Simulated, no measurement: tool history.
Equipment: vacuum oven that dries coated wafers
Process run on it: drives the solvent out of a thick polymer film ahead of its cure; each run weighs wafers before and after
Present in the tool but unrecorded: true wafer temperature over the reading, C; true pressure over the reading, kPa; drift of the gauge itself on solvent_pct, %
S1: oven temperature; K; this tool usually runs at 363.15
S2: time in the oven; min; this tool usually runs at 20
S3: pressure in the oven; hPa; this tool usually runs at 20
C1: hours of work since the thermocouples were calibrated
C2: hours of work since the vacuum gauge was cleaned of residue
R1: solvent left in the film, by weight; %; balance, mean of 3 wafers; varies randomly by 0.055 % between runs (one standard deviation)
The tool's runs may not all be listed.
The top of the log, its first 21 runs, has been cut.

run     day      S1  S2    S3   C1   C2    R1
 22  23.833  363.15  20    20  763  502  2.23
 23  24.971  363.15  20    20  775  514  2.32
 24  25.638  363.15  20    20  782  522  2.22
 25  26.708  363.15  15    20  794  533  2.81
 26  27.317  363.15  15    20  800  540  2.75
 27    28.5  358.15  20  29.8  813  552  4.02
 28  29.783  352.15  20  10.3  827  566  3.45
 29  30.638  352.15  20  10.3  836  575  3.45
 30  31.521  363.15  18  29.9  845  585  3.25
 31  32.275  363.15  18  29.9  853  593  3.24
     32.792  -- oven's thermocouples calibrated
 32  33.546  376.15  15  57.8    8  606   3.1
 33  34.658  376.15  15  57.8   20  618  3.29
 34  35.621  376.15  15  57.8   30  628  3.26
 35  36.388  355.15  20  13.9   39  636  3.17
 36  37.167  358.15  23    20   47  645  2.74
 37  38.504  363.15  20  76.5   61  659  6.76
 38  39.271  353.15  21  23.7   70  667  4.55
 39  40.012  367.15  21  11.2   78  675     1
 40  41.104  348.15  20  12.4   89  687  4.64
 41    42.5  348.15  24  12.4  104  702  4.12
 42  43.546  348.15  22  12.4  116  713  4.32
 43   44.55  348.15  22  12.4  127  724   4.3
 44  45.354  361.15  20  75.5  135  733  7.52
 45  46.854  375.15  20  64.2  151  749  3.65
 46  47.817  368.15  17  13.7  162  759  1.36

Alternative continuations, all from the tool just after run 46; predict every row:
  A  48.438  362.15  27    12  168  766   ?
  B  48.438  372.15  34  53.4  168  766   ?
  C  48.438  351.15  20  24.8  168  766   ?
  D  48.438  361.15  17  13.7  168  766   ?

run    R1
  A  1.27
  B  3.35
  C  5.24
  D   2.4
Without the tool's hidden state the same runs would have given:
run    R1
  A  1.26
  B  3.34
  C  5.22
  D  2.39

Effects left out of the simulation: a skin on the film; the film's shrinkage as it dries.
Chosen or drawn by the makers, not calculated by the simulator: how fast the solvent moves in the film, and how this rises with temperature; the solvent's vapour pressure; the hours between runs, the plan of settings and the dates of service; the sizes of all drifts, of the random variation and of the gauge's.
